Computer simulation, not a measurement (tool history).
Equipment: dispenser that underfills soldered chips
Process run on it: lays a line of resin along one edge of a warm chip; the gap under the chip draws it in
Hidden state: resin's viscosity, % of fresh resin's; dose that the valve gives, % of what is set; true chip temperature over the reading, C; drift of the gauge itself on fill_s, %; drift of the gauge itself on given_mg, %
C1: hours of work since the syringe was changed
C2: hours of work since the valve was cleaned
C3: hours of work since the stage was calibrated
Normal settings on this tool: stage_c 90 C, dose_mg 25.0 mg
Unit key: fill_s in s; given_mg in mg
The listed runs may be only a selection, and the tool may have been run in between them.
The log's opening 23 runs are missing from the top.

{"hour": 105.0, "done": "new syringe of resin"}
{"run": 24, "hour": 105.8, "stage_c": 102, "dose_mg": 28.8, "C1": 0, "C2": 65, "C3": 101, "fill_s": 11.1, "given_mg": 27.97}
{"run": 25, "hour": 109.9, "stage_c": 96, "dose_mg": 22.7, "C1": 3, "C2": 68, "C3": 104, "fill_s": 17.6, "given_mg": 22.02}
{"run": 26, "hour": 115.7, "stage_c": 94, "dose_mg": 23.8, "C1": 7, "C2": 71, "C3": 108, "fill_s": 22.3, "given_mg": 23.02}
{"hour": 120.8, "done": "new syringe of resin"}
{"run": 27, "hour": 122.3, "stage_c": 75, "dose_mg": 29.7, "C1": 1, "C2": 75, "C3": 111, "fill_s": 43.3, "given_mg": 28.73}
{"run": 28, "hour": 128.3, "stage_c": 86, "dose_mg": 21.7, "C1": 5, "C2": 79, "C3": 115, "fill_s": 30.7, "given_mg": 20.76}
{"run": 29, "hour": 132.4, "stage_c": 86, "dose_mg": 21.7, "C1": 7, "C2": 82, "C3": 118, "fill_s": 34.0, "given_mg": 21.0}
{"run": 30, "hour": 135.3, "stage_c": 86, "dose_mg": 21.7, "C1": 9, "C2": 83, "C3": 119, "fill_s": 37.2, "given_mg": 20.82}
{"hour": 136.6, "done": "new syringe of resin"}
{"run": 31, "hour": 141.0, "stage_c": 98, "dose_mg": 22.2, "C1": 3, "C2": 87, "C3": 123, "fill_s": 15.8, "given_mg": 21.33}
{"run": 32, "hour": 145.2, "stage_c": 85, "dose_mg": 31.6, "C1": 5, "C2": 89, "C3": 125, "fill_s": 31.9, "given_mg": 30.38}
{"run": 33, "hour": 150.1, "stage_c": 85, "dose_mg": 31.6, "C1": 8, "C2": 92, "C3": 128, "fill_s": 35.8, "given_mg": 30.44}
{"hour": 152.4, "done": "new syringe of resin"}
{"run": 34, "hour": 156.8, "stage_c": 97, "dose_mg": 27.1, "C1": 3, "C2": 96, "C3": 132, "fill_s": 15.5, "given_mg": 25.97}
{"run": 35, "hour": 161.1, "stage_c": 92, "dose_mg": 26.7, "C1": 5, "C2": 99, "C3": 135, "fill_s": 22.3, "given_mg": 25.43}
{"run": 36, "hour": 167.3, "stage_c": 90, "dose_mg": 21.3, "C1": 9, "C2": 103, "C3": 139, "fill_s": 31.0, "given_mg": 20.42}

Branching from run 36: 3 alternative next runs. What would each branch give?
{"hour": 168.3, "done": "new syringe of resin"}
{"run": "A", "hour": 171.8, "stage_c": 87, "dose_mg": 29.3, "C1": 2, "C2": 105, "C3": 141, "fill_s": "?", "given_mg": "?"}
{"hour": 168.3, "done": "new syringe of resin"}
{"run": "B", "hour": 171.8, "stage_c": 99, "dose_mg": 30.4, "C1": 2, "C2": 105, "C3": 141, "fill_s": "?", "given_mg": "?"}
{"hour": 168.3, "done": "new syringe of resin"}
{"run": "C", "hour": 171.8, "stage_c": 92, "dose_mg": 27.1, "C1": 2, "C2": 105, "C3": 141, "fill_s": "?", "given_mg": "?"}

run=A fill_s=24.4 given_mg=27.95
run=B fill_s=13.1 given_mg=28.89
run=C fill_s=19.4 given_mg=25.76
What these runs would have given with no unlogged condition in the tool:
run=A fill_s=21.3 given_mg=29.32
run=B fill_s=11.3 given_mg=30.31
run=C fill_s=16.9 given_mg=27.03
